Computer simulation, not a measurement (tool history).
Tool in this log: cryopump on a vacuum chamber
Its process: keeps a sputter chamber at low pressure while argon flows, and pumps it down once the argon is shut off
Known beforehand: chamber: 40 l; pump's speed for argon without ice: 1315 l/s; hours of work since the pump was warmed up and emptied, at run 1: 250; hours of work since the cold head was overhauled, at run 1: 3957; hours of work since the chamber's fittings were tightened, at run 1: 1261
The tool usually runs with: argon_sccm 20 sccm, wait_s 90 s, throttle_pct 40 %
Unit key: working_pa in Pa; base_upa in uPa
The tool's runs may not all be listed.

| run | hour | argon_sccm | wait_s | throttle_pct | hours of work since the pump was warmed up and emptied | hours of work since the cold head was overhauled | hours of work since the chamber's fittings were tightened | working_pa | base_upa |
|---|---|---|---|---|---|---|---|---|---|
| 1 | 0 | 20 | 90 | 40 | 250 | 3957 | 1261 | 0.0688 | 2.45 |
| 2 | 101.2 | 20 | 90 | 40 | 328 | 4035 | 1339 | 0.0695 | 2.6 |
|  | 124 | pump warmed up, emptied and cooled again |
| 3 | 233.5 | 12 | 90 | 40 | 84 | 4133 | 1437 | 0.0402 | 2.49 |
| 4 | 293.2 | 20 | 90 | 40 | 130 | 4179 | 1483 | 0.0677 | 2.63 |
| 5 | 420.8 | 20 | 90 | 18 | 229 | 4277 | 1581 | 0.1476 | 2.77 |
| 6 | 475.9 | 20 | 90 | 18 | 271 | 4319 | 1623 | 0.146 | 2.91 |
|  | 566.7 | pump warmed up, emptied and cooled again |
| 7 | 611.8 | 20 | 90 | 19 | 35 | 4420 | 1724 | 0.1375 | 2.75 |
| 8 | 705.1 | 20 | 90 | 19 | 107 | 4492 | 1796 | 0.1383 | 2.95 |
| 9 | 768.4 | 20 | 90 | 19 | 155 | 4541 | 1845 | 0.1393 | 3 |
| 10 | 873.7 | 20 | 90 | 19 | 237 | 4622 | 1926 | 0.1414 | 3.16 |
| 11 | 959.5 | 20 | 90 | 19 | 303 | 4688 | 1992 | 0.1398 | 3.32 |
|  | 1010.3 | pump warmed up, emptied and cooled again |
| 12 | 1092 | 20 | 90 | 19 | 63 | 4786 | 2090 | 0.1379 | 3.04 |
| 13 | 1225.9 | 20 | 22 | 34 | 166 | 4890 | 2194 | 0.0795 | 6.24 |
| 14 | 1284.5 | 20 | 22 | 34 | 211 | 4935 | 2239 | 0.079 | 6.41 |
| 15 | 1344.7 | 20 | 22 | 34 | 258 | 4981 | 2285 | 0.0814 | 6.46 |
| 16 | 1402.5 | 8 | 90 | 40 | 302 | 5026 | 2330 | 0.0272 | 3.61 |
|  | 1455 | pump warmed up, emptied and cooled again |
| 17 | 1475.6 | 13 | 164 | 40 | 16 | 5078 | 2382 | 0.042 | 2.83 |
| 18 | 1606.8 | 13 | 164 | 40 | 117 | 5179 | 2483 | 0.0437 | 3.06 |
| 19 | 1666.8 | 8 | 46 | 21 | 163 | 5225 | 2529 | 0.0505 | 4.57 |

Alternative continuations, all from the tool just after run 19; predict every row:
| A | 1790.9 | 20 | 67 | 20 | 259 | 5321 | 2625 | ? | ? |
| B | 1790.9 | 20 | 90 | 15 | 259 | 5321 | 2625 | ? | ? |
| C | 1790.9 | 15 | 22 | 19 | 259 | 5321 | 2625 | ? | ? |

| run | working_pa | base_upa |
|---|---|---|
| A | 0.1319 | 4.08 |
| B | 0.1765 | 3.88 |
| C | 0.1053 | 6.86 |
The same runs, with their run-to-run variation unchanged, on a tool lacking any hidden condition would have given:
| run | working_pa | base_upa |
|---|---|---|
| A | 0.1271 | 1.46 |
| B | 0.1717 | 1.2 |
| C | 0.1017 | 4.16 |
